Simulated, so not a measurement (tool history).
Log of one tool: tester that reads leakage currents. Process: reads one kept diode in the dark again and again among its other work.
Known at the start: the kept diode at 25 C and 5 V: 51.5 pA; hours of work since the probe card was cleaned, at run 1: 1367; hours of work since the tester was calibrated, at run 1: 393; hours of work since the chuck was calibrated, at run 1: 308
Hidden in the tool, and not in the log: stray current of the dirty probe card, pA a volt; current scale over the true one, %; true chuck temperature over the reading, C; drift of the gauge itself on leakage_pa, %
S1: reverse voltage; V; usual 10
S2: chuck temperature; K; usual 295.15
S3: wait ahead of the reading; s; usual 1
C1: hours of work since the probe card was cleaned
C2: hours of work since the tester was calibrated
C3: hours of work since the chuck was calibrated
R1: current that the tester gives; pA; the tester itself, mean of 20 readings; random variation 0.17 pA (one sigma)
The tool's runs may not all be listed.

run,day,S1,S2,S3,C1,C2,C3,R1
1,0,10,295.15,1,1367,393,308,56.24
2,1.671,10,295.15,1,1389,415,331,56.27
3,2.842,10,295.15,1,1405,431,346,56.13
4,5.05,10,295.15,1,1434,460,376,55.87
5,6.038,10,295.15,1,1447,473,389,56.19
6,8.238,10,295.15,1,1477,503,418,56.05
7,9.579,10,295.15,1,1495,521,436,55.66
8,11.358,10,295.15,1,1518,544,460,55.7
9,13.325,10,295.15,1,1545,571,486,56.03
10,15.596,10,295.15,1,1575,601,517,55.99
11,16.846,10,295.15,1,1592,618,533,55.68
12,18.633,10,295.15,1,1616,642,557,56.01
13,20.042,10,295.15,1,1634,660,576,55.79
14,21.529,10,295.15,1,1654,680,596,55.66
15,22.462,10,295.15,1,1667,693,608,55.59
16,23.962,10,295.15,1,1687,713,628,55.62
17,24.992,10,295.15,1,1700,726,642,55.56
18,26.679,7.5,296.15,4.92,1723,749,665,51.87
19,28.333,7.5,296.15,4.92,1745,771,687,52.06
# day 28.604: chuck's temperature calibrated
20,29.862,7.5,296.15,4.92,1764,790,17,49.92
21,31.688,2.9,296.15,9.18,1789,815,41,32.68
22,32.692,2.9,296.15,0.61,1802,828,55,32.8
# day 33.383: chuck's temperature calibrated, once more
23,34.842,4.4,295.15,7.69,1830,856,19,41.02
24,37.054,7.5,295.15,6.91,1859,885,49,51.89
25,38.754,10,295.15,0.67,1882,908,72,59.84
26,40.496,10.4,309.15,0.67,1905,931,95,171.78
27,42.271,1.4,318.15,4.4,1929,955,119,144.99
28,43.842,1.4,318.15,4.4,1950,976,140,145.69
29,45.65,9.3,297.15,0.49,1974,1000,164,66.75
30,47.792,9.3,297.15,0.49,2003,1029,192,66.71
31,49.646,6,307.15,0.44,2027,1053,217,117.4
32,51.812,7.3,294.15,0.44,2056,1082,246,47.85

How the hidden state differs across the entries between the runs, from the last listed run before each to the first after it:
Between runs 19 and 20: chuck's temperature calibrated (day 28.604)
  stray current of the dirty probe card, pA a volt: 0.619 -> 0.626; current scale over the true one, %: 0.28 -> 0.29; true chuck temperature over the reading, C: -0.97 -> -1.58
  measured less the result without the state, R1: +0.61 -> -1.69 pA
Between runs 22 and 23: chuck's temperature calibrated, once more (day 33.383)
  stray current of the dirty probe card, pA a volt: 0.64 -> 0.65; current scale over the true one, %: 0.31 -> 0.32; true chuck temperature over the reading, C: -1.62 -> -0.09
  measured less the result without the state, R1: -2.6 -> +2.62 pA
